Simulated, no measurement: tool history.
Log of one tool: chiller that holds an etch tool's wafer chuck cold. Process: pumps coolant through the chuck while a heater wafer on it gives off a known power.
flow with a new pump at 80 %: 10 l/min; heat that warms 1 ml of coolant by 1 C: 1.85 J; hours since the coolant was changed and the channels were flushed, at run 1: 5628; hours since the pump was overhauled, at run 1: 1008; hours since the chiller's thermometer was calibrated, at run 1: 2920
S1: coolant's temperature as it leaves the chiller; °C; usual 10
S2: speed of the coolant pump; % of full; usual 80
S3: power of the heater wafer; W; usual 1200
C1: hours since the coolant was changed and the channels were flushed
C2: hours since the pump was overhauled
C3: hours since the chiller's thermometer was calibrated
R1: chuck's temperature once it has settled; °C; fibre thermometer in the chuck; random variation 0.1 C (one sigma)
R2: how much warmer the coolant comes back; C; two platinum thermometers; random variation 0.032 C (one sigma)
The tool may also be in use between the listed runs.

Run 1, hour 0.0: usual settings; C1 5628; C2 1008; C3 2920. Result: R1 23.1 °C, R2 3.96 C.
Run 2, hour 57.9: usual settings but S2 64 % of full; C1 5686; C2 1066; C3 2978. Result: R1 26.3 °C, R2 5.06 C.
Run 3, hour 167.9: usual settings but S2 64 % of full; C1 5796; C2 1176; C3 3087. Result: R1 26.4 °C, R2 5.07 C.
Run 4, hour 283.0: usual settings but S2 64 % of full; C1 5911; C2 1291; C3 3203. Result: R1 26.3 °C, R2 5.02 C.
Run 5, hour 382.6: usual settings but S2 64 % of full; C1 6010; C2 1390; C3 3302. Result: R1 26.2 °C, R2 5.04 C.
At hour 463.0: chiller's thermometer calibrated.
Run 6, hour 498.7: usual settings but S2 64 % of full; C1 6126; C2 1506; C3 36. Result: R1 26.1 °C, R2 5.05 C.
Run 7, hour 568.2: usual settings but S2 64 % of full; C1 6195; C2 1575; C3 105. Result: R1 26.1 °C, R2 5.06 C.
Run 8, hour 619.1: usual settings but S2 64 % of full; C1 6246; C2 1626; C3 156. Result: R1 26.2 °C, R2 5.11 C.
Run 9, hour 704.1: usual settings but S2 64 % of full; C1 6331; C2 1711; C3 241. Result: R1 26.1 °C, R2 5.08 C.
Run 10, hour 795.6: usual settings but S2 64 % of full; C1 6423; C2 1802; C3 333. Result: R1 26.2 °C, R2 5.09 C.
Run 11, hour 886.2: usual settings but S1 15 °C, S2 64 % of full; C1 6513; C2 1893; C3 423. Result: R1 31.4 °C, R2 5.07 C.
Run 12, hour 939.5: usual settings but S1 15 °C, S2 64 % of full, S3 1350 W; C1 6566; C2 1946; C3 476. Result: R1 33.3 °C, R2 5.66 C.
Run 13, hour 1041.3: usual settings but S2 82 % of full; C1 6668; C2 2048; C3 578. Result: R1 22.7 °C, R2 3.93 C.
Run 14, hour 1147.7: usual settings but S2 78 % of full; C1 6775; C2 2155; C3 685. Result: R1 23.4 °C, R2 4.15 C.
Run 15, hour 1215.4: usual settings; C1 6842; C2 2222; C3 752. Result: R1 23.4 °C, R2 3.92 C.
Run 16, hour 1321.1: usual settings but S1 3 °C; C1 6948; C2 2328; C3 858. Result: R1 16.3 °C, R2 3.98 C.
Run 17, hour 1377.8: usual settings but S1 3 °C; C1 7005; C2 2385; C3 915. Result: R1 16.2 °C, R2 4.00 C.
Run 18, hour 1495.1: usual settings but S2 83 % of full, S3 995 W; C1 7122; C2 2502; C3 1032. Result: R1 20.4 °C, R2 3.13 C.
Run 19, hour 1549.6: usual settings but S2 83 % of full, S3 995 W; C1 7176; C2 2556; C3 1087. Result: R1 20.7 °C, R2 3.14 C.
Run 20, hour 1608.8: usual settings but S1 9 °C, S3 1014 W; C1 7236; C2 2616; C3 1146. Result: R1 20.2 °C, R2 3.36 C.
Run 21, hour 1708.5: usual settings but S1 9 °C, S3 1715 W; C1 7335; C2 2715; C3 1246. Result: R1 28.1 °C, R2 5.73 C.
Run 22, hour 1769.7: usual settings but S1 15 °C, S3 1715 W; C1 7397; C2 2777; C3 1307. Result: R1 34.2 °C, R2 5.68 C.
Run 23, hour 1835.7: usual settings but S1 15 °C, S3 1023 W; C1 7463; C2 2843; C3 1373. Result: R1 26.6 °C, R2 3.38 C.
Run 24, hour 1948.1: usual settings but S2 85 % of full, S3 906 W; C1 7575; C2 2955; C3 1485. Result: R1 19.6 °C, R2 2.81 C.
Run 25, hour 2026.4: usual settings but S1 16 °C, S2 71 % of full, S3 1256 W; C1 7653; C2 3033; C3 1563. Result: R1 31.8 °C, R2 4.84 C.
Run 26, hour 2103.9: usual settings but S1 8 °C, S2 81 % of full, S3 964 W; C1 7731; C2 3111; C3 1641. Result: R1 18.7 °C, R2 3.21 C.

The next listed run, before its measurement:
At hour 2165.9: coolant changed, channels flushed.
Run 27, hour 2218.2: usual settings but S1 13 °C, S2 89 % of full, S3 964 W; C1 52; C2 3219; C3 1749. Result: R1 ?, R2 ?.

{"run 27": {"R1": 21.9, "R2": 2.87}}
Without the tool's hidden state the same run would have given R1 21.6 °C, R2 2.80 C.
